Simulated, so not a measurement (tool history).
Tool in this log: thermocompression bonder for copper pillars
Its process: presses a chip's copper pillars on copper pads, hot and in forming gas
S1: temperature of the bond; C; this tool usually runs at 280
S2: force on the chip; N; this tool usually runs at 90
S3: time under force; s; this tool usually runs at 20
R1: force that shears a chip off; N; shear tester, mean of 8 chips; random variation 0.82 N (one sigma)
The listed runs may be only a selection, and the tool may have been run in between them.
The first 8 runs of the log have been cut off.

run     day   S1   S2  S3     R1
  9  19.221  280   90  20   62.8
     21.417  -- forming gas filter changed
 10   22.25  280   90  20   69.7
 11   24.45  280   90  20   69.7
 12    27.6  280   90  20   67.1
 13  30.825  280   90  20   63.1
     31.892  -- forming gas filter changed
 14  32.521  280   90  20   70.7
 15   34.85  280   90  20   68.5
 16  36.404  280   90  20   69.2
 17  38.275  280   90  20   67.2
 18  40.775  280   90  10     50
     42.333  -- forming gas filter changed
 19  42.333  280   90  10     57
 20  43.783  280   90  10   56.8
 21  46.779  291   83  20   74.7
 22  48.262  253  129  13   53.3
 23  50.675  253  129  13     50
     52.867  -- forming gas filter changed
 24  53.808  278  115  56  110.9
 25  56.638  287  126  27  102.8
 26  59.933  280   62  15   46.7
 27  63.133  280   62  15   46.5
     63.483  -- forming gas filter changed
 28  65.908  280  111  58    110
     67.362  -- heater calibrated with a thermocouple chip
 29  68.308  280   90  48   80.9
 30  69.767  265  104  15   47.8

What will run 31 give?
 31  71.392  265  104  15   ?

R1: 47.3 N
Minus the tool's unlogged condition, the same run would have read R1 52.4 N.
